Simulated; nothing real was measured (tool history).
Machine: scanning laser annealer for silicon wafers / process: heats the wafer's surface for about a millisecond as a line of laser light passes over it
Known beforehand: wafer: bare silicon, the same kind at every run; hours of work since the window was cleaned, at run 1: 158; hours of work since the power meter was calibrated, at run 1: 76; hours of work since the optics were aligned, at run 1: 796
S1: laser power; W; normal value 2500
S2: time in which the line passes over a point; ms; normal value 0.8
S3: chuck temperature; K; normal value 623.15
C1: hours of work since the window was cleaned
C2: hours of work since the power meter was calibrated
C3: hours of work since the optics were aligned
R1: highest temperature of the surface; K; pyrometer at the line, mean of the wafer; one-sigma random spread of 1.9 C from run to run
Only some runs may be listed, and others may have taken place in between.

{"run": 1, "hour": 0.0, "S1": 2500, "S2": 0.8, "S3": 623.15, "C1": 158, "C2": 76, "C3": 796, "R1": 1395.15}
{"run": 2, "hour": 15.2, "S1": 2500, "S2": 0.8, "S3": 623.15, "C1": 165, "C2": 83, "C3": 804, "R1": 1396.15}
{"run": 3, "hour": 28.4, "S1": 2500, "S2": 0.8, "S3": 648.15, "C1": 172, "C2": 90, "C3": 810, "R1": 1420.15}
{"run": 4, "hour": 41.2, "S1": 2524, "S2": 0.8, "S3": 648.15, "C1": 178, "C2": 96, "C3": 817, "R1": 1429.15}
{"hour": 59.9, "done": "optics aligned, line set to its width"}
{"run": 5, "hour": 60.1, "S1": 2524, "S2": 0.8, "S3": 648.15, "C1": 185, "C2": 103, "C3": 0, "R1": 1442.15}
{"run": 6, "hour": 71.0, "S1": 2524, "S2": 0.8, "S3": 648.15, "C1": 190, "C2": 108, "C3": 5, "R1": 1441.15}
{"run": 7, "hour": 83.5, "S1": 2500, "S2": 0.8, "S3": 611.15, "C1": 196, "C2": 114, "C3": 12, "R1": 1395.15}
{"run": 8, "hour": 91.7, "S1": 2500, "S2": 0.8, "S3": 611.15, "C1": 200, "C2": 118, "C3": 16, "R1": 1398.15}
{"run": 9, "hour": 105.5, "S1": 2739, "S2": 0.8, "S3": 611.15, "C1": 207, "C2": 125, "C3": 22, "R1": 1462.15}
{"run": 10, "hour": 119.3, "S1": 2500, "S2": 0.8, "S3": 623.15, "C1": 214, "C2": 132, "C3": 29, "R1": 1403.15}
{"run": 11, "hour": 134.1, "S1": 2500, "S2": 0.8, "S3": 623.15, "C1": 221, "C2": 139, "C3": 36, "R1": 1405.15}
{"run": 12, "hour": 146.2, "S1": 2500, "S2": 0.8, "S3": 623.15, "C1": 227, "C2": 145, "C3": 42, "R1": 1404.15}
{"run": 13, "hour": 160.4, "S1": 2500, "S2": 0.8, "S3": 623.15, "C1": 234, "C2": 152, "C3": 49, "R1": 1406.15}
{"run": 14, "hour": 174.9, "S1": 2500, "S2": 0.8, "S3": 623.15, "C1": 241, "C2": 159, "C3": 56, "R1": 1404.15}
{"run": 15, "hour": 182.8, "S1": 2500, "S2": 0.8, "S3": 623.15, "C1": 245, "C2": 163, "C3": 60, "R1": 1401.15}
{"run": 16, "hour": 196.3, "S1": 2500, "S2": 0.8, "S3": 623.15, "C1": 252, "C2": 170, "C3": 67, "R1": 1401.15}
{"run": 17, "hour": 211.6, "S1": 2135, "S2": 0.8, "S3": 623.15, "C1": 259, "C2": 177, "C3": 74, "R1": 1294.15}
{"run": 18, "hour": 219.2, "S1": 2135, "S2": 0.8, "S3": 623.15, "C1": 263, "C2": 181, "C3": 78, "R1": 1293.15}
{"run": 19, "hour": 226.6, "S1": 2500, "S2": 0.8, "S3": 626.15, "C1": 266, "C2": 185, "C3": 82, "R1": 1404.15}
{"run": 20, "hour": 234.8, "S1": 2500, "S2": 0.8, "S3": 626.15, "C1": 270, "C2": 189, "C3": 86, "R1": 1402.15}
{"run": 21, "hour": 246.6, "S1": 2500, "S2": 0.667, "S3": 626.15, "C1": 276, "C2": 195, "C3": 92, "R1": 1332.15}
{"run": 22, "hour": 258.2, "S1": 2347, "S2": 0.739, "S3": 595.15, "C1": 282, "C2": 200, "C3": 97, "R1": 1296.15}

Run 23 comes next. What will it give?
{"run": 23, "hour": 273.1, "S1": 2347, "S2": 0.739, "S3": 595.15, "C1": 289, "C2": 208, "C3": 105, "R1": "?"}

{"run 23": {"R1": 1296.15}}
Minus the tool's unlogged condition, the same run would have read R1 1320.15 K.
